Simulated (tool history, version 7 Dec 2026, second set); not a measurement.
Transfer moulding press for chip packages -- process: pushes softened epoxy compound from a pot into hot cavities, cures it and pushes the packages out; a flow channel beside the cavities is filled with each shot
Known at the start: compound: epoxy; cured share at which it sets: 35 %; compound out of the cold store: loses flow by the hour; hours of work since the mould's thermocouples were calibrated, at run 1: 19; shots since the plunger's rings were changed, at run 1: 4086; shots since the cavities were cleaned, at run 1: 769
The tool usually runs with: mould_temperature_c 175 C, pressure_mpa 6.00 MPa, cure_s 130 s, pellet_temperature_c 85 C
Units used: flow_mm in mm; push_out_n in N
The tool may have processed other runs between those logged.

| run | day | mould_temperature_c | pressure_mpa | cure_s | pellet_temperature_c | hours of work since the mould's thermocouples were calibrated | shots since the plunger's rings were changed | shots since the cavities were cleaned | incoming compound's hours out of the cold store | flow_mm | push_out_n |
|---|---|---|---|---|---|---|---|---|---|---|---|
| 1 | 0.000 | 175 | 6.00 | 130 | 85 | 19 | 4086 | 769 | 46.3 | 565 | 467 |
|  | 1.212 | cavities cleaned with cleaning compound and waxed |
| 2 | 2.167 | 175 | 6.00 | 130 | 85 | 45 | 4475 | 177 | 22.0 | 600 | 348 |
|  | 3.783 | plunger's sealing rings changed |
| 3 | 4.367 | 175 | 6.00 | 130 | 85 | 70 | 108 | 564 | 12.7 | 671 | 437 |
| 4 | 6.000 | 181 | 6.00 | 130 | 85 | 90 | 409 | 865 | 40.9 | 601 | 448 |
|  | 6.650 | cavities cleaned with cleaning compound and waxed |
| 5 | 9.312 | 181 | 6.00 | 130 | 85 | 129 | 1009 | 491 | 13.8 | 640 | 385 |
| 6 | 11.133 | 181 | 6.00 | 130 | 85 | 151 | 1346 | 828 | 17.7 | 628 | 429 |
|  | 12.046 | cavities cleaned with cleaning compound and waxed |
| 7 | 12.704 | 181 | 6.00 | 130 | 85 | 169 | 1624 | 121 | 13.6 | 639 | 287 |
| 8 | 15.033 | 175 | 6.00 | 130 | 85 | 197 | 2055 | 552 | 40.8 | 594 | 415 |
| 9 | 16.925 | 175 | 6.00 | 130 | 85 | 220 | 2404 | 901 | 12.0 | 639 | 498 |
|  | 17.279 | cavities cleaned with cleaning compound and waxed |
| 10 | 19.262 | 175 | 4.72 | 130 | 85 | 248 | 2825 | 367 | 13.6 | 568 | 407 |
|  | 22.579 | cavities cleaned with cleaning compound and waxed |
| 11 | 22.650 | 175 | 4.72 | 130 | 85 | 288 | 3439 | 13 | 43.4 | 510 | 272 |
| 12 | 24.900 | 175 | 6.00 | 130 | 85 | 315 | 3854 | 428 | 40.0 | 573 | 420 |
| 13 | 27.442 | 175 | 6.00 | 130 | 85 | 346 | 4324 | 898 | 38.2 | 571 | 495 |
|  | 27.971 | cavities cleaned with cleaning compound and waxed |
|  | 30.083 | plunger's sealing rings changed |
| 14 | 30.317 | 182 | 5.64 | 130 | 76 | 378 | 43 | 414 | 33.5 | 611 | 364 |
|  | 33.350 | cavities cleaned with cleaning compound and waxed |
| 15 | 33.683 | 180 | 5.37 | 130 | 85 | 418 | 653 | 61 | 20.4 | 604 | 291 |
| 16 | 36.621 | 180 | 5.37 | 130 | 85 | 454 | 1196 | 604 | 39.3 | 570 | 398 |
|  | 38.567 | cavities cleaned with cleaning compound and waxed |
| 17 | 39.646 | 183 | 5.37 | 158 | 85 | 490 | 1744 | 200 | 16.8 | 598 | 311 |
| 18 | 42.279 | 183 | 5.37 | 158 | 82 | 521 | 2230 | 686 | 41.7 | 546 | 413 |
|  | 43.892 | cavities cleaned with cleaning compound and waxed |
| 19 | 44.692 | 183 | 5.37 | 158 | 82 | 550 | 2664 | 148 | 24.2 | 574 | 292 |
| 20 | 46.800 | 183 | 5.37 | 158 | 82 | 575 | 3054 | 538 | 24.3 | 560 | 372 |
|  | 49.108 | cavities cleaned with cleaning compound and waxed |
| 21 | 49.108 | 175 | 6.00 | 130 | 76 | 602 | 3469 | 0 | 40.9 | 582 | 296 |
| 22 | 51.279 | 178 | 6.79 | 149 | 78 | 629 | 3870 | 401 | 17.1 | 657 | 366 |
| 23 | 52.633 | 177 | 7.26 | 169 | 92 | 645 | 4120 | 651 | 19.7 | 671 | 405 |
|  | 54.454 | cavities cleaned with cleaning compound and waxed |
| 24 | 54.492 | 181 | 5.12 | 130 | 85 | 667 | 4451 | 6 | 30.6 | 533 | 252 |
|  | 56.325 | plunger's sealing rings changed |
| 25 | 56.533 | 176 | 5.69 | 142 | 90 | 690 | 38 | 364 | 29.6 | 623 | 377 |
| 26 | 58.542 | 180 | 5.46 | 156 | 95 | 714 | 409 | 735 | 29.5 | 600 | 405 |

Below are 3 alternative next runs, each starting from the tool's condition after run 26. Predict each:
|  | 59.779 | cavities cleaned with cleaning compound and waxed |
| A | 61.317 | 175 | 6.00 | 118 | 85 | 747 | 910 | 284 | 13.7 | ? | ? |
|  | 59.779 | cavities cleaned with cleaning compound and waxed |
| B | 61.317 | 180 | 5.46 | 156 | 95 | 747 | 910 | 284 | 47.8 | ? | ? |
|  | 59.779 | cavities cleaned with cleaning compound and waxed |
| C | 61.317 | 169 | 5.19 | 110 | 95 | 747 | 910 | 284 | 47.2 | ? | ? |

| run | flow_mm | push_out_n |
|---|---|---|
| A | 666 | 448 |
| B | 559 | 326 |
| C | 574 | 715 |
Without the tool's hidden state the same runs would have given:
| run | flow_mm | push_out_n |
|---|---|---|
| A | 675 | 299 |
| B | 567 | 233 |
| C | 581 | 466 |
